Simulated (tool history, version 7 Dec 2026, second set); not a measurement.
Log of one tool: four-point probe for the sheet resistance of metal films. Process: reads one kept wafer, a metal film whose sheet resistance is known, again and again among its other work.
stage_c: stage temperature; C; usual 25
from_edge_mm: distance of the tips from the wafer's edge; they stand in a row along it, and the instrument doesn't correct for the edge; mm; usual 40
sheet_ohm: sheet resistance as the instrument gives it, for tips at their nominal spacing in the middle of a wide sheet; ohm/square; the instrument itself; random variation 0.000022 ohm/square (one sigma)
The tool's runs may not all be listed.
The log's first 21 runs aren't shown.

run,hour,stage_c,from_edge_mm,sheet_ohm
22,718.5,18,56,0.112982
23,769,18,56,0.11296
24,811,26,15,0.111692
25,834.3,26,8,0.112025
26,859.9,26,8,0.11206
27,900.1,29,10,0.111389
28,940.1,32,6,0.111339
29,983.6,27,14,0.111616
30,1018.1,30,7,0.111518
31,1060.9,20,10,0.113003
32,1098.7,20,10,0.113039
33,1134.4,27,24,0.111601
34,1169,27,24,0.111655
35,1204.5,31,16,0.111061

The next listed run, before its measurement:
36,1228.5,20,6,?

sheet_ohm: 0.113523 ohm/square
Without the tool's hidden state the same run would have given sheet_ohm 0.112801 ohm/square.
